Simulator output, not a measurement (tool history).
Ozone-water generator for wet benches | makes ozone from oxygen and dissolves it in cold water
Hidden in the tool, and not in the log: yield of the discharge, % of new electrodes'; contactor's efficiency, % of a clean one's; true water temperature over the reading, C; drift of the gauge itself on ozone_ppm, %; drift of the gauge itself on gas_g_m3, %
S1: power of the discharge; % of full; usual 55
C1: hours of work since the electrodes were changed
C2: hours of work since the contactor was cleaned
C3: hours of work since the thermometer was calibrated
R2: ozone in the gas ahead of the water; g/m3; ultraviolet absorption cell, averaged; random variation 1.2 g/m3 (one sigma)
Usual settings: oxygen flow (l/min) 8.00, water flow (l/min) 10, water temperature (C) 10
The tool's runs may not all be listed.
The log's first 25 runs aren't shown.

run 26 hour=2106.1 | S1=74 oxygen_flow_(l/min)=13.31 water_flow_(l/min)=13 water_temperature_(C)=8 | C1=4357 C2=2140 C3=2296 | dissolved_ozone_(ppm)=43.1 R2=193.3
run 27 hour=2210.8 | S1=55 oxygen_flow_(l/min)=7.87 water_flow_(l/min)=10 water_temperature_(C)=8 | C1=4428 C2=2211 C3=2367 | dissolved_ozone_(ppm)=46.0 R2=202.3
run 28 hour=2309.0 | S1=49 oxygen_flow_(l/min)=8.00 water_flow_(l/min)=10 water_temperature_(C)=10 | C1=4494 C2=2278 C3=2434 | dissolved_ozone_(ppm)=41.8 R2=191.5
-- hour=2420.5 water thermometer calibrated
run 29 hour=2420.5 | S1=48 oxygen_flow_(l/min)=8.00 water_flow_(l/min)=10 water_temperature_(C)=10 | C1=4570 C2=2353 C3=0 | dissolved_ozone_(ppm)=41.7 R2=188.5
run 30 hour=2479.5 | S1=97 oxygen_flow_(l/min)=4.12 water_flow_(l/min)=10 water_temperature_(C)=10 | C1=4610 C2=2393 C3=40 | dissolved_ozone_(ppm)=58.4 R2=356.9
run 31 hour=2585.3 | S1=97 oxygen_flow_(l/min)=4.12 water_flow_(l/min)=10 water_temperature_(C)=10 | C1=4682 C2=2465 C3=112 | dissolved_ozone_(ppm)=58.5 R2=353.1
run 32 hour=2646.9 | S1=97 oxygen_flow_(l/min)=4.12 water_flow_(l/min)=11 water_temperature_(C)=8 | C1=4724 C2=2507 C3=154 | dissolved_ozone_(ppm)=55.6 R2=353.7
run 33 hour=2750.6 | S1=96 oxygen_flow_(l/min)=7.60 water_flow_(l/min)=11 water_temperature_(C)=8 | C1=4794 C2=2577 C3=224 | dissolved_ozone_(ppm)=57.0 R2=273.3

4 ways to go on from here, each from the tool as it stands after run 33. What would each give?
run A hour=2845.0 | S1=55 oxygen_flow_(l/min)=12.21 water_flow_(l/min)=11 water_temperature_(C)=8 | C1=4858 C2=2641 C3=288 | dissolved_ozone_(ppm)=? R2=?
run B hour=2845.0 | S1=46 oxygen_flow_(l/min)=4.10 water_flow_(l/min)=10 water_temperature_(C)=10 | C1=4858 C2=2641 C3=288 | dissolved_ozone_(ppm)=? R2=?
run C hour=2845.0 | S1=51 oxygen_flow_(l/min)=7.60 water_flow_(l/min)=9 water_temperature_(C)=5 | C1=4858 C2=2641 C3=288 | dissolved_ozone_(ppm)=? R2=?
run D hour=2845.0 | S1=55 oxygen_flow_(l/min)=8.00 water_flow_(l/min)=9 water_temperature_(C)=10 | C1=4858 C2=2641 C3=288 | dissolved_ozone_(ppm)=? R2=?

run=A dissolved_ozone_(ppm)=41.4 R2=169.4
run=B dissolved_ozone_(ppm)=39.5 R2=236.7
run=C dissolved_ozone_(ppm)=49.6 R2=196.5
run=D dissolved_ozone_(ppm)=46.4 R2=200.7
Without the tool's hidden state the same runs would have given:
run=A dissolved_ozone_(ppm)=48.5 R2=190.4
run=B dissolved_ozone_(ppm)=45.6 R2=262.6
run=C dissolved_ozone_(ppm)=57.5 R2=219.8
run=D dissolved_ozone_(ppm)=54.0 R2=225.7
